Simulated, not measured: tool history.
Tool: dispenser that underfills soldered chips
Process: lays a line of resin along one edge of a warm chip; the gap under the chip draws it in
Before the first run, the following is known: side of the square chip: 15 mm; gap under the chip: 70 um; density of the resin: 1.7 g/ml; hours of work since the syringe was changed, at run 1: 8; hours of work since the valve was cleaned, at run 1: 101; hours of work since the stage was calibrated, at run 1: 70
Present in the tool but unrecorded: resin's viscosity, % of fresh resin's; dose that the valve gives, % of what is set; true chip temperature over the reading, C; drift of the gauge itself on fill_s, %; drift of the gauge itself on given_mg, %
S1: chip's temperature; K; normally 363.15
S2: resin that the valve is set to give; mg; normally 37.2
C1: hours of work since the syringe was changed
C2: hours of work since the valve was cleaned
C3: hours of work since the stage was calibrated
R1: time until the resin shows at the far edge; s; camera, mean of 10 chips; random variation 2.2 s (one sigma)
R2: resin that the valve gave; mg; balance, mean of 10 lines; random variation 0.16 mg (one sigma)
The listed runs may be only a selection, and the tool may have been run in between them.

run	hour	S1	S2	C1	C2	C3	R1	R2
1	0.0	363.15	37.2	8	101	70	432.2	34.10
# hour 4.3: new syringe of resin
2	5.1	363.15	37.2	1	104	73	225.9	34.22
3	7.7	363.15	37.2	2	106	75	268.1	34.00
4	11.9	363.15	37.2	5	109	78	342.7	33.53
5	15.0	363.15	45.3	7	111	80	398.0	40.99
6	17.5	363.15	45.3	9	113	82	449.7	41.37
# hour 19.9: new syringe of resin
7	22.1	368.15	45.3	1	115	84	192.0	41.01
8	25.5	368.15	45.3	4	118	87	240.1	40.80
9	27.9	366.15	47.3	5	119	88	296.1	42.79
10	31.4	373.15	42.5	8	122	91	284.7	38.64
# hour 35.7: new syringe of resin
11	36.2	357.15	42.2	0	125	94	289.7	37.99
12	39.1	368.15	38.8	2	127	96	217.8	34.81

Consider 5 possible next runs. They are alternatives, not a sequence: every one starts from the tool as it was left by run 12. What does each give?
A	43.2	363.15	40.1	5	130	98	?	?
B	43.2	363.15	45.1	5	130	98	?	?
C	43.2	367.15	46.0	5	130	98	?	?
D	43.2	356.15	37.2	5	130	98	?	?
E	43.2	348.15	37.2	5	130	98	?	?

run	R1	R2
A	336.6	35.86
B	335.9	40.07
C	282.6	41.20
D	478.3	33.24
E	693.9	33.28
Stripped of hidden state, with their random variation kept, the same runs would have yielded:
run	R1	R2
A	205.4	40.09
B	207.2	44.79
C	174.4	46.05
D	289.5	37.15
E	420.1	37.19
